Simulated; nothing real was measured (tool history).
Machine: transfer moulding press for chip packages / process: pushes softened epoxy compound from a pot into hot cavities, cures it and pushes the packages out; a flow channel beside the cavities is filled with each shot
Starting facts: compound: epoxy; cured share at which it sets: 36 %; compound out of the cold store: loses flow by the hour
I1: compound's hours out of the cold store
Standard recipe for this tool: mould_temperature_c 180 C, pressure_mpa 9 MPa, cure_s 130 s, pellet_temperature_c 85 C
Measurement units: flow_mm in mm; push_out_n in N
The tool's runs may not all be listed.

run 1 hour=0 | mould_temperature_c=180 pressure_mpa=9 cure_s=130 pellet_temperature_c=85 | I1=43.2 | flow_mm=814 push_out_n=433
run 2 hour=30.2 | mould_temperature_c=180 pressure_mpa=9 cure_s=130 pellet_temperature_c=85 | I1=14 | flow_mm=952 push_out_n=715
run 3 hour=55.1 | mould_temperature_c=180 pressure_mpa=9 cure_s=130 pellet_temperature_c=85 | I1=33.1 | flow_mm=837 push_out_n=821
-- hour=76.3 cavities cleaned with cleaning compound and waxed
run 4 hour=97 | mould_temperature_c=180 pressure_mpa=9 cure_s=148 pellet_temperature_c=85 | I1=32 | flow_mm=842 push_out_n=560
-- hour=109.4 plunger's sealing rings changed
run 5 hour=145 | mould_temperature_c=180 pressure_mpa=9 cure_s=148 pellet_temperature_c=85 | I1=32.5 | flow_mm=922 push_out_n=754
-- hour=155.6 cavities cleaned with cleaning compound and waxed
run 6 hour=167.3 | mould_temperature_c=180 pressure_mpa=9 cure_s=148 pellet_temperature_c=85 | I1=32 | flow_mm=917 push_out_n=486
run 7 hour=206.2 | mould_temperature_c=180 pressure_mpa=9 cure_s=148 pellet_temperature_c=85 | I1=15.6 | flow_mm=1001 push_out_n=729
-- hour=231.2 cavities cleaned with cleaning compound and waxed
run 8 hour=251.4 | mould_temperature_c=180 pressure_mpa=9 cure_s=148 pellet_temperature_c=85 | I1=37.5 | flow_mm=881 push_out_n=579
run 9 hour=275.5 | mould_temperature_c=180 pressure_mpa=9 cure_s=130 pellet_temperature_c=85 | I1=21.9 | flow_mm=960 push_out_n=776
-- hour=306.7 cavities cleaned with cleaning compound and waxed
run 10 hour=306.7 | mould_temperature_c=180 pressure_mpa=9 cure_s=130 pellet_temperature_c=85 | I1=44.9 | flow_mm=832 push_out_n=410
-- hour=343.3 mould's thermocouples calibrated
run 11 hour=345.8 | mould_temperature_c=180 pressure_mpa=9 cure_s=146 pellet_temperature_c=85 | I1=31.4 | flow_mm=903 push_out_n=692
-- hour=385.3 cavities cleaned with cleaning compound and waxed
run 12 hour=393.2 | mould_temperature_c=180 pressure_mpa=10.35 cure_s=130 pellet_temperature_c=85 | I1=8.1 | flow_mm=1102 push_out_n=555
run 13 hour=434.2 | mould_temperature_c=180 pressure_mpa=10.35 cure_s=130 pellet_temperature_c=85 | I1=38.6 | flow_mm=906 push_out_n=772
-- hour=463.2 cavities cleaned with cleaning compound and waxed
run 14 hour=473.3 | mould_temperature_c=180 pressure_mpa=7.16 cure_s=130 pellet_temperature_c=85 | I1=16.2 | flow_mm=849 push_out_n=568
run 15 hour=496.7 | mould_temperature_c=180 pressure_mpa=9 cure_s=130 pellet_temperature_c=79 | I1=26.6 | flow_mm=897 push_out_n=726
run 16 hour=516.7 | mould_temperature_c=186 pressure_mpa=8.97 cure_s=130 pellet_temperature_c=91 | I1=41.1 | flow_mm=805 push_out_n=717
-- hour=540 cavities cleaned with cleaning compound and waxed
run 17 hour=551.7 | mould_temperature_c=186 pressure_mpa=8.97 cure_s=130 pellet_temperature_c=92 | I1=11.4 | flow_mm=950 push_out_n=508
run 18 hour=586.3 | mould_temperature_c=186 pressure_mpa=8.97 cure_s=130 pellet_temperature_c=92 | I1=47.3 | flow_mm=758 push_out_n=660
-- hour=615.5 cavities cleaned with cleaning compound and waxed
run 19 hour=615.5 | mould_temperature_c=183 pressure_mpa=8.97 cure_s=142 pellet_temperature_c=92 | I1=8.2 | flow_mm=971 push_out_n=393
run 20 hour=653.3 | mould_temperature_c=173 pressure_mpa=10.65 cure_s=130 pellet_temperature_c=91 | I1=15.3 | flow_mm=1076 push_out_n=1182
-- hour=666.7 plunger's sealing rings changed
run 21 hour=690.4 | mould_temperature_c=173 pressure_mpa=10.65 cure_s=130 pellet_temperature_c=91 | I1=29.2 | flow_mm=1059 push_out_n=1291
-- hour=694.3 cavities cleaned with cleaning compound and waxed
run 22 hour=725.6 | mould_temperature_c=173 pressure_mpa=10.65 cure_s=130 pellet_temperature_c=91 | I1=29.4 | flow_mm=1058 push_out_n=1034
run 23 hour=761.3 | mould_temperature_c=177 pressure_mpa=8.02 cure_s=131 pellet_temperature_c=85 | I1=41.5 | flow_mm=834 push_out_n=936
-- hour=771.5 cavities cleaned with cleaning compound and waxed
run 24 hour=796.4 | mould_temperature_c=179 pressure_mpa=8.02 cure_s=130 pellet_temperature_c=85 | I1=11.4 | flow_mm=971 push_out_n=709
run 25 hour=838.6 | mould_temperature_c=179 pressure_mpa=8.02 cure_s=130 pellet_temperature_c=85 | I1=40.6 | flow_mm=822 push_out_n=869
-- hour=846.4 cavities cleaned with cleaning compound and waxed
run 26 hour=879.7 | mould_temperature_c=179 pressure_mpa=8.02 cure_s=130 pellet_temperature_c=85 | I1=26.1 | flow_mm=890 push_out_n=714
run 27 hour=916.7 | mould_temperature_c=179 pressure_mpa=8.02 cure_s=130 pellet_temperature_c=85 | I1=17.3 | flow_mm=909 push_out_n=896
-- hour=923.2 cavities cleaned with cleaning compound and waxed
run 28 hour=953.9 | mould_temperature_c=179 pressure_mpa=8.81 cure_s=130 pellet_temperature_c=85 | I1=34 | flow_mm=861 push_out_n=687
run 29 hour=993.7 | mould_temperature_c=179 pressure_mpa=8.81 cure_s=130 pellet_temperature_c=85 | I1=14.1 | flow_mm=970 push_out_n=933

Selected run-to-run steps in flow_mm, each split into two signed amounts: the part the tool would show with no hidden state at all (from settings, incoming material and random variation), and the remainder, which goes to the hidden state together with any gauge scatter not common to the measured and the hidden-state-free results:
Hidden state present: true mould temperature over the reading, C; pressure that reaches the compound, % of what is set; grip of the stained cavities, % over clean ones'; drift of the gauge itself on flow_mm, %; drift of the gauge itself on push_out_n, %.
Run 4 -> 5: plunger's sealing rings changed. flow_mm +80 mm: hidden state +79, all else +1.
Run 18 -> 19: mould_temperature_c 186 -> 183, cure_s 130 -> 142, cavities cleaned with cleaning compound and waxed. flow_mm +213 mm: hidden state -25, all else +238.
Run 20 -> 21: plunger's sealing rings changed. flow_mm -17 mm: hidden state +100, all else -117.
Run 22 -> 23: mould_temperature_c 173 -> 177, pressure_mpa 10.65 -> 8.02, cure_s 130 -> 131, pellet_temperature_c 91 -> 85. flow_mm -224 mm: hidden state -1, all else -223.

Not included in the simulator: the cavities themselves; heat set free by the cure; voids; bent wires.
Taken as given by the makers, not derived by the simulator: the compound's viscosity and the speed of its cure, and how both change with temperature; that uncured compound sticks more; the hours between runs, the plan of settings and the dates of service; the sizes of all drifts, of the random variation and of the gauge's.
